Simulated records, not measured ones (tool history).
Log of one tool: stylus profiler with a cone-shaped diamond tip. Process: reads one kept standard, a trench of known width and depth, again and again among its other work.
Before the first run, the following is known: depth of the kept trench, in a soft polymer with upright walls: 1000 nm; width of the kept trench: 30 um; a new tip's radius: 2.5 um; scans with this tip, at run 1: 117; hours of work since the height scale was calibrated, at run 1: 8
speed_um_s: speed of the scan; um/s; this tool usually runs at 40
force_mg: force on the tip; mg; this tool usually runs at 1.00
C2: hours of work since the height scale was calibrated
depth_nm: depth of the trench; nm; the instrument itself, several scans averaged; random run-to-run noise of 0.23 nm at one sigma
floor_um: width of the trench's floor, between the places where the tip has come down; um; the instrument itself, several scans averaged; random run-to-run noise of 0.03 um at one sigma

run 1 hour=0.0 | speed_um_s=40 force_mg=1.00 | scans_with_this_tip=117 C2=8 | depth_nm=1009.00 floor_um=25.73
run 2 hour=12.7 | speed_um_s=40 force_mg=1.00 | scans_with_this_tip=229 C2=16 | depth_nm=1008.99 floor_um=25.71
run 3 hour=36.5 | speed_um_s=40 force_mg=1.00 | scans_with_this_tip=439 C2=32 | depth_nm=1009.02 floor_um=25.67
run 4 hour=59.7 | speed_um_s=40 force_mg=1.00 | scans_with_this_tip=645 C2=46 | depth_nm=1009.17 floor_um=25.60
run 5 hour=77.0 | speed_um_s=40 force_mg=1.00 | scans_with_this_tip=797 C2=57 | depth_nm=1008.94 floor_um=25.63
run 6 hour=95.0 | speed_um_s=22 force_mg=1.00 | scans_with_this_tip=957 C2=69 | depth_nm=1009.26 floor_um=25.70
run 7 hour=119.9 | speed_um_s=22 force_mg=1.00 | scans_with_this_tip=1178 C2=85 | depth_nm=1009.06 floor_um=25.60
run 8 hour=141.3 | speed_um_s=16 force_mg=1.00 | scans_with_this_tip=1366 C2=98 | depth_nm=1008.68 floor_um=25.68
run 9 hour=157.6 | speed_um_s=40 force_mg=1.00 | scans_with_this_tip=1510 C2=109 | depth_nm=1008.92 floor_um=25.46
run 10 hour=176.6 | speed_um_s=40 force_mg=1.00 | scans_with_this_tip=1678 C2=121 | depth_nm=1008.85 floor_um=25.44
run 11 hour=189.9 | speed_um_s=40 force_mg=1.00 | scans_with_this_tip=1796 C2=129 | depth_nm=1008.80 floor_um=25.43
run 12 hour=203.4 | speed_um_s=40 force_mg=1.00 | scans_with_this_tip=1915 C2=138 | depth_nm=1008.98 floor_um=25.35
run 13 hour=230.2 | speed_um_s=40 force_mg=1.00 | scans_with_this_tip=2153 C2=155 | depth_nm=1008.52 floor_um=25.36
run 14 hour=251.0 | speed_um_s=54 force_mg=1.00 | scans_with_this_tip=2337 C2=168 | depth_nm=1008.86 floor_um=25.26
run 15 hour=269.5 | speed_um_s=40 force_mg=0.43 | scans_with_this_tip=2500 C2=180 | depth_nm=1005.05 floor_um=25.15
run 16 hour=289.0 | speed_um_s=40 force_mg=0.43 | scans_with_this_tip=2673 C2=192 | depth_nm=1004.78 floor_um=25.10
run 17 hour=301.2 | speed_um_s=40 force_mg=0.43 | scans_with_this_tip=2781 C2=200 | depth_nm=1005.11 floor_um=25.03
run 18 hour=323.5 | speed_um_s=40 force_mg=1.33 | scans_with_this_tip=2978 C2=214 | depth_nm=1010.95 floor_um=25.27
run 19 hour=342.4 | speed_um_s=40 force_mg=1.33 | scans_with_this_tip=3144 C2=226 | depth_nm=1010.41 floor_um=25.25
run 20 hour=359.0 | speed_um_s=32 force_mg=1.33 | scans_with_this_tip=3291 C2=236 | depth_nm=1010.73 floor_um=25.30
run 21 hour=376.4 | speed_um_s=40 force_mg=1.72 | scans_with_this_tip=3445 C2=248 | depth_nm=1013.11 floor_um=25.21
run 22 hour=394.8 | speed_um_s=40 force_mg=1.72 | scans_with_this_tip=3608 C2=259 | depth_nm=1013.20 floor_um=25.23
run 23 hour=407.3 | speed_um_s=40 force_mg=1.00 | scans_with_this_tip=3719 C2=267 | depth_nm=1008.77 floor_um=25.19
run 24 hour=429.4 | speed_um_s=40 force_mg=2.08 | scans_with_this_tip=3914 C2=281 | depth_nm=1014.54 floor_um=25.16
run 25 hour=447.5 | speed_um_s=40 force_mg=2.13 | scans_with_this_tip=4075 C2=293 | depth_nm=1014.54 floor_um=25.14
run 26 hour=466.4 | speed_um_s=40 force_mg=2.13 | scans_with_this_tip=4241 C2=305 | depth_nm=1014.43 floor_um=25.07
run 27 hour=485.6 | speed_um_s=125 force_mg=0.95 | scans_with_this_tip=4411 C2=317 | depth_nm=1008.00 floor_um=24.31
run 28 hour=497.5 | speed_um_s=125 force_mg=0.95 | scans_with_this_tip=4517 C2=324 | depth_nm=1008.24 floor_um=24.28
run 29 hour=512.4 | speed_um_s=125 force_mg=0.95 | scans_with_this_tip=4648 C2=334 | depth_nm=1008.20 floor_um=24.33
run 30 hour=539.2 | speed_um_s=125 force_mg=0.95 | scans_with_this_tip=4885 C2=351 | depth_nm=1008.33 floor_um=24.31
run 31 hour=555.9 | speed_um_s=125 force_mg=0.95 | scans_with_this_tip=5032 C2=362 | depth_nm=1008.14 floor_um=24.22
run 32 hour=569.1 | speed_um_s=125 force_mg=0.95 | scans_with_this_tip=5150 C2=370 | depth_nm=1008.06 floor_um=24.23
run 33 hour=591.8 | speed_um_s=14 force_mg=2.33 | scans_with_this_tip=5351 C2=384 | depth_nm=1015.21 floor_um=25.12
run 34 hour=607.9 | speed_um_s=137 force_mg=2.33 | scans_with_this_tip=5493 C2=395 | depth_nm=1015.51 floor_um=24.51
run 35 hour=634.5 | speed_um_s=137 force_mg=2.33 | scans_with_this_tip=5728 C2=411 | depth_nm=1015.71 floor_um=24.43
run 36 hour=646.3 | speed_um_s=154 force_mg=0.57 | scans_with_this_tip=5833 C2=419 | depth_nm=1005.42 floor_um=23.53

What does the tool deliver on the next run?
run 37 hour=661.4 | speed_um_s=154 force_mg=0.57 | scans_with_this_tip=5966 C2=429 | depth_nm=? floor_um=?

Run 37 came out at depth_nm 1005.40 nm, floor_um 23.56 um.
If the tool had no hidden condition, the same run with the same run-to-run variation would have returned depth_nm 1006.44 nm, floor_um 24.48 um.
